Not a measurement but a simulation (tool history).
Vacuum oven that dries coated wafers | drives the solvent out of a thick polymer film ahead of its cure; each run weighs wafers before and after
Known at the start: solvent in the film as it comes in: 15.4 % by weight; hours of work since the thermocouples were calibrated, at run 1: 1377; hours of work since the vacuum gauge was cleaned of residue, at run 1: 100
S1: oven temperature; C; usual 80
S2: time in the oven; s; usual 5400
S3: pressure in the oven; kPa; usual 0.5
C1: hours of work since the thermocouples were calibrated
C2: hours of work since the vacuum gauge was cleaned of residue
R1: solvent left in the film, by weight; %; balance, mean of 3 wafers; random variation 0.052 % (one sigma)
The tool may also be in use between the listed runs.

run	hour	S1	S2	S3	C1	C2	R1
1	0	80	5400	0.5	1377	100	2.16
# hour 4.7: oven's thermocouples calibrated
2	52.3	80	5400	0.5	32	134	1.61
3	93.1	80	5400	0.5	59	161	1.72
4	123	80	5400	0.5	79	181	1.64
5	150.9	80	5400	0.5	98	200	1.77
6	183.5	80	5400	0.5	120	222	1.88
7	219.3	80	5400	0.5	144	246	1.81
8	268.9	80	3840	0.5	177	279	2.97
9	302.8	80	4020	0.5	200	302	2.65
10	354.3	80	5400	0.623	235	337	1.94
11	380.7	80	5400	0.623	253	354	1.9
# hour 387: vacuum gauge cleaned of residue and calibrated
12	429	80	5400	0.623	284	28	1.91
13	479.2	80	5160	0.548	318	62	2.06
14	521.2	89	3060	0.723	346	90	2.28
# hour 552.3: vacuum gauge cleaned of residue and calibrated, once more
15	563.8	89	3060	0.353	373	8	2
16	611.7	90	4200	0.511	406	40	1.1
17	645.9	94	5400	1.475	429	63	1.16
18	677.9	70	5400	0.605	450	84	3.78
19	729.1	79	5400	0.563	484	119	1.98
20	767.7	79	5400	0.563	510	145	2.07
21	818.3	80	5400	0.841	544	179	2

Forecast each of these 5 alternatives for the next run:
A	858.1	81	3360	1.257	571	205	?
B	858.1	80	6600	0.291	571	205	?
C	858.1	78	8340	1.114	571	205	?
D	858.1	80	3780	0.841	571	205	?
E	858.1	73	7140	0.5	571	205	?

run	R1
A	3.91
B	1.13
C	1.95
D	3.47
E	2.21
Without the tool's hidden state the same runs would have given:
run	R1
A	3.53
B	0.9
C	1.69
D	3.1
E	1.87

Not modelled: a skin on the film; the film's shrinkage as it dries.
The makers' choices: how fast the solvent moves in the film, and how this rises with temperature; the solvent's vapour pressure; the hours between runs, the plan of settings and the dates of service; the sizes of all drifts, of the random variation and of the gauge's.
